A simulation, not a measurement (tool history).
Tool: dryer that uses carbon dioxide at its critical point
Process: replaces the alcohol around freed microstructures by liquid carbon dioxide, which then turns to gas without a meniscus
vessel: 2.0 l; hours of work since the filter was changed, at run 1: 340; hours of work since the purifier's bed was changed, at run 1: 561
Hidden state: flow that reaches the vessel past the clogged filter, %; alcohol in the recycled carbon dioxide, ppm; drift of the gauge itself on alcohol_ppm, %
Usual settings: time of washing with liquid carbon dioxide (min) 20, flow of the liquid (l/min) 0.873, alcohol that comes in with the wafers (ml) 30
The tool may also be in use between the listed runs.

run	hour	time of washing with liquid carbon dioxide (min)	flow of the liquid (l/min)	alcohol that comes in with the wafers (ml)	hours of work since the filter was changed	hours of work since the purifier's bed was changed	alcohol left in the vessel before it's heated (ppm by volume)
1	0	20	0.873	30	340	561	118
2	37.7	20	0.873	97	360	581	156
# hour 63.7: inlet filter changed
3	77.6	20	0.873	49	7	601	123
4	102	20	0.873	30	20	614	121
5	125.5	13	0.873	30	33	626	190
6	160.5	13	0.873	30	51	645	213
7	185.1	13	0.873	30	64	658	205
8	217.3	20	1.137	30	81	675	126
9	245.3	20	1.258	30	96	690	125
10	265.7	20	1.258	30	106	700	129
11	294.8	20	1.258	30	122	716	125
12	312.4	20	1.258	30	131	725	138
13	343.8	20	1.258	30	148	741	137
14	380.5	20	1.258	30	167	761	138
15	411.9	20	0.873	30	184	777	144
16	445.2	20	0.873	30	201	795	148
17	469.8	20	0.873	30	214	808	150
18	491.1	20	0.873	30	225	819	150
19	521.9	26	0.535	30	242	835	207
20	550.7	26	0.535	30	257	851	224
21	579.7	14	0.831	46	272	866	353
22	597.7	28	0.589	46	282	875	186
23	619.4	19	0.873	42	293	887	190
24	647.3	28	0.625	85	308	902	213
25	667.8	28	0.625	85	319	912	210
26	686.7	28	0.625	85	328	922	209
# hour 706.6: purifier's bed changed
27	726.1	20	0.873	32	348	10	23
28	745.8	20	1.048	30	358	21	19
# hour 776.7: inlet filter changed
29	782.1	16	1.048	20	3	39	17
30	802.9	16	1.048	20	14	50	22
31	828.7	24	1.148	119	27	64	11
32	850.1	20	0.873	47	39	75	27
33	884.2	14	0.531	47	57	93	910
34	920.5	14	0.531	47	76	112	932

3 ways to go on from here, each from the tool as it stands after run 34. What would each give?
A	938.6	24	0.868	42	85	122	?
B	938.6	19	0.873	30	85	122	?
C	938.6	15	0.531	27	85	122	?

run	alcohol left in the vessel before it's heated (ppm by volume)
A	34
B	42
C	446
Without the tool's hidden state the same runs would have given:
run	alcohol left in the vessel before it's heated (ppm by volume)
A	12
B	17
C	366

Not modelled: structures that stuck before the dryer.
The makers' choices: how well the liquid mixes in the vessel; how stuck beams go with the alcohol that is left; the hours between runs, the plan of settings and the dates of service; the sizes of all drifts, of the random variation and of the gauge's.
